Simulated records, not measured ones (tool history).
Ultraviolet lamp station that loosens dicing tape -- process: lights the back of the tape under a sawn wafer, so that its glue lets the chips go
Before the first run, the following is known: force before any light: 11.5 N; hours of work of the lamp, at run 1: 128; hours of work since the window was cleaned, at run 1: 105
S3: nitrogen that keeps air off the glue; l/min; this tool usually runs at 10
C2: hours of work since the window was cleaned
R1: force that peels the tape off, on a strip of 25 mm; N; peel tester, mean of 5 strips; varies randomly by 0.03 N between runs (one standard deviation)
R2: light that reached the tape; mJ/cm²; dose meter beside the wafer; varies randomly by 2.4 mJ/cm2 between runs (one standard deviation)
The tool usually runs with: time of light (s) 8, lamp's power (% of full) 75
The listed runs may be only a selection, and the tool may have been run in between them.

Run 1, hour 0: usual settings; hours of work of the lamp 128; C2 105. Result: R1 1.446 N, R2 274 mJ/cm².
Run 2, hour 5.6: usual settings; hours of work of the lamp 130; C2 108. Result: R1 1.408 N, R2 278 mJ/cm².
Run 3, hour 10.9: usual settings; hours of work of the lamp 132; C2 110. Result: R1 1.485 N, R2 273 mJ/cm².
Run 4, hour 15.1: usual settings; hours of work of the lamp 134; C2 111. Result: R1 1.47 N, R2 274 mJ/cm².
Run 5, hour 21.1: usual settings; hours of work of the lamp 136; C2 114. Result: R1 1.471 N, R2 272 mJ/cm².
Run 6, hour 27.6: usual settings; hours of work of the lamp 139; C2 116. Result: R1 1.443 N, R2 274 mJ/cm².
Run 7, hour 34.4: usual settings; hours of work of the lamp 142; C2 119. Result: R1 1.447 N, R2 277 mJ/cm².
Run 8, hour 41.5: usual settings but time of light (s) 13; hours of work of the lamp 145; C2 122. Result: R1 0.519 N, R2 445 mJ/cm².
Run 9, hour 47.8: usual settings but time of light (s) 13; hours of work of the lamp 147; C2 124. Result: R1 0.506 N, R2 451 mJ/cm².
Run 10, hour 55.5: usual settings but time of light (s) 13; hours of work of the lamp 150; C2 128. Result: R1 0.531 N, R2 447 mJ/cm².
Run 11, hour 60.5: usual settings but time of light (s) 7, S3 4 l/min; hours of work of the lamp 152; C2 130. Result: R1 3.111 N, R2 239 mJ/cm².
Run 12, hour 68.1: usual settings but time of light (s) 7, S3 4 l/min; hours of work of the lamp 155; C2 133. Result: R1 3.19 N, R2 243 mJ/cm².
Run 13, hour 75.3: usual settings but time of light (s) 14, lamp's power (% of full) 77; hours of work of the lamp 158; C2 135. Result: R1 0.429 N, R2 495 mJ/cm².
Run 14, hour 84.3: usual settings but time of light (s) 4, S3 6 l/min; hours of work of the lamp 162; C2 139. Result: R1 4.641 N, R2 141 mJ/cm².
Run 15, hour 89.9: usual settings but time of light (s) 4, S3 6 l/min; hours of work of the lamp 164; C2 141. Result: R1 4.789 N, R2 137 mJ/cm².

Consider 5 possible next runs. They are alternatives, not a sequence: every one starts from the tool as it was left by run 15. What does each give?
Run A, hour 96.2: usual settings but time of light (s) 9, lamp's power (% of full) 68, S3 11 l/min; hours of work of the lamp 167; C2 144. Result: R1 ?, R2 ?.
Run B, hour 96.2: usual settings but time of light (s) 4, S3 4 l/min; hours of work of the lamp 167; C2 144. Result: R1 ?, R2 ?.
Run C, hour 96.2: usual settings but time of light (s) 4, lamp's power (% of full) 63, S3 4 l/min; hours of work of the lamp 167; C2 144. Result: R1 ?, R2 ?.
Run D, hour 96.2: usual settings but time of light (s) 13, S3 14 l/min; hours of work of the lamp 167; C2 144. Result: R1 ?, R2 ?.
Run E, hour 96.2: usual settings but time of light (s) 10, lamp's power (% of full) 94, S3 3 l/min; hours of work of the lamp 167; C2 144. Result: R1 ?, R2 ?.

run     R1   R2
  A  1.279  280
  B  5.542  134
  C  6.047  119
  D  0.409  447
  E  1.561  438
With no hidden state in the tool, these same runs would have given:
run     R1   R2
  A  1.277  280
  B  5.539  134
  C  6.045  119
  D  0.408  447
  E  1.558  438
